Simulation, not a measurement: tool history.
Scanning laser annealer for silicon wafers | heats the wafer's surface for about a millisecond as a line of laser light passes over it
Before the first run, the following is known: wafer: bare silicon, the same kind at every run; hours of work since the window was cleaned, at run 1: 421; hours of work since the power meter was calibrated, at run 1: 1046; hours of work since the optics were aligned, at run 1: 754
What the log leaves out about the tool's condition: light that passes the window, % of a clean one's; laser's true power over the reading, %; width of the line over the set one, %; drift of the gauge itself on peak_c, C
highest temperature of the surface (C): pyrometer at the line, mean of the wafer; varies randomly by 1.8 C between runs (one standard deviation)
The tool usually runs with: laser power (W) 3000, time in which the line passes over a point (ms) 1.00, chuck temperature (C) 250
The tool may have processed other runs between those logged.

| run | hour | laser power (W) | time in which the line passes over a point (ms) | chuck temperature (C) | hours of work since the window was cleaned | hours of work since the power meter was calibrated | hours of work since the optics were aligned | highest temperature of the surface (C) |
|---|---|---|---|---|---|---|---|---|
| 1 | 0.0 | 3000 | 1.00 | 250 | 421 | 1046 | 754 | 949 |
| 2 | 42.2 | 3000 | 1.00 | 250 | 446 | 1071 | 779 | 948 |
| 3 | 73.4 | 3000 | 1.00 | 250 | 464 | 1090 | 798 | 941 |
|  | 114.1 | optics aligned, line set to its width |
| 4 | 133.4 | 3000 | 1.00 | 250 | 497 | 1122 | 11 | 957 |
| 5 | 183.6 | 2933 | 1.00 | 250 | 527 | 1152 | 41 | 937 |
| 6 | 231.4 | 2946 | 1.00 | 250 | 555 | 1180 | 70 | 940 |
| 7 | 270.3 | 2946 | 1.00 | 224 | 578 | 1204 | 93 | 914 |
| 8 | 311.5 | 2946 | 1.00 | 224 | 603 | 1228 | 117 | 912 |
|  | 335.4 | window over the wafer cleaned |
| 9 | 362.7 | 2946 | 1.00 | 224 | 16 | 1257 | 146 | 937 |
| 10 | 419.1 | 2946 | 1.00 | 224 | 50 | 1291 | 180 | 934 |
| 11 | 443.3 | 2946 | 1.00 | 224 | 64 | 1305 | 194 | 933 |
| 12 | 481.4 | 2946 | 1.00 | 224 | 87 | 1328 | 217 | 935 |
| 13 | 516.1 | 2713 | 1.09 | 250 | 107 | 1348 | 238 | 926 |

Run 14 comes next. What will it give?
| 14 | 544.1 | 3000 | 1.01 | 250 | 124 | 1365 | 254 | ? |

highest temperature of the surface (C): 975
Take away the tool's hidden state, keep the run-to-run variation as it was, and the same run would have given highest temperature of the surface (C) 994.
